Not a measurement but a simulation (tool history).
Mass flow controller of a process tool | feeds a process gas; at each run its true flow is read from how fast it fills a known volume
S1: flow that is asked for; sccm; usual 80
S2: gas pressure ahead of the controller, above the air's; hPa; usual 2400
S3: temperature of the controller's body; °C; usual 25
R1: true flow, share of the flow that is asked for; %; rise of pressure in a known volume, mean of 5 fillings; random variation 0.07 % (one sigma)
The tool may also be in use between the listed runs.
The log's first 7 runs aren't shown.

run	hour	S1	S2	S3	R1
8	2309.9	80	2400	25	98.84
9	2566.2	80	2400	25	98.66
10	2996.9	36	2400	25	98.41
# hour 3027.6: controller's zero set anew
11	3247.4	36	2470	25	98.21
12	3645.1	36	2470	25	98.35
13	3967.7	80	2400	30	98.5
14	4447.3	80	2400	21	98.61
15	4648.3	80	2400	21	98.44
16	4900.2	25	2400	21	98.13
17	5208.5	25	2150	21	98.12
# hour 5319.7: controller exchanged for a calibrated one
18	5570.1	80	1530	31	98.36
19	6055.3	74	2400	23	98.09
20	6508.7	74	2400	23	98.02
21	6805	106	1800	21	98.51
22	7295.2	130	1470	30	98.32
23	7680.3	68	1500	22	98.14
24	8059.2	80	2740	25	97.57
25	8382.4	80	1580	25	98.1
26	8651.4	117	1530	29	98.21
27	9057	80	2400	38	97.27
28	9404	131	1620	22	98.25

The next listed run, before its measurement:
29	9763.9	131	2650	25	?

R1: 97.62 %
Without the tool's hidden state the same run would have given R1 99.32 %.
